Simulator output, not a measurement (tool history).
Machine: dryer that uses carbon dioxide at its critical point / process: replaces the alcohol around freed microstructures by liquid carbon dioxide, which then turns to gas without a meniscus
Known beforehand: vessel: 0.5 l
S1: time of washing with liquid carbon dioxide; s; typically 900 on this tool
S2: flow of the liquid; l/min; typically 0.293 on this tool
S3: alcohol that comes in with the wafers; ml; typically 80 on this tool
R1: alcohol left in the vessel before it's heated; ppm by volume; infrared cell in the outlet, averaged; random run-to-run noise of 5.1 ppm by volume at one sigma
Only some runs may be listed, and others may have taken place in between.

| run | day | S1 | S2 | S3 | R1 |
|---|---|---|---|---|---|
| 1 | 0 | 900 | 0.293 | 80 | 296 |
| 2 | 2.788 | 600 | 0.293 | 80 | 1529 |
| 3 | 5.192 | 600 | 0.293 | 80 | 1519 |
| 4 | 6.933 | 600 | 0.293 | 80 | 1560 |
|  | 8.758 | inlet filter changed |
| 5 | 9.162 | 1200 | 0.293 | 80 | 198 |
| 6 | 10.617 | 1020 | 0.293 | 80 | 226 |
| 7 | 12.071 | 900 | 0.293 | 80 | 281 |
| 8 | 13.721 | 900 | 0.293 | 80 | 291 |
| 9 | 14.858 | 900 | 0.293 | 80 | 290 |
| 10 | 16.942 | 900 | 0.293 | 80 | 300 |
| 11 | 18.796 | 900 | 0.293 | 80 | 301 |
| 12 | 21.025 | 900 | 0.293 | 63 | 293 |
| 13 | 23.417 | 900 | 0.293 | 63 | 308 |
| 14 | 25.012 | 900 | 0.293 | 63 | 311 |
| 15 | 27.779 | 900 | 0.239 | 80 | 591 |
| 16 | 29.162 | 720 | 0.293 | 80 | 653 |
| 17 | 31.588 | 540 | 0.267 | 80 | 2950 |
| 18 | 33.329 | 540 | 0.267 | 80 | 3009 |
| 19 | 34.979 | 540 | 0.267 | 80 | 2992 |
| 20 | 37.342 | 1320 | 0.435 | 83 | 265 |

Run 21 has not been measured yet. What should we expect?
| 21 | 39.108 | 900 | 0.231 | 80 | ? |

{"run 21": {"R1": 747}}
Had the tool carried no hidden state, the very same run would have given R1 370 ppm by volume.

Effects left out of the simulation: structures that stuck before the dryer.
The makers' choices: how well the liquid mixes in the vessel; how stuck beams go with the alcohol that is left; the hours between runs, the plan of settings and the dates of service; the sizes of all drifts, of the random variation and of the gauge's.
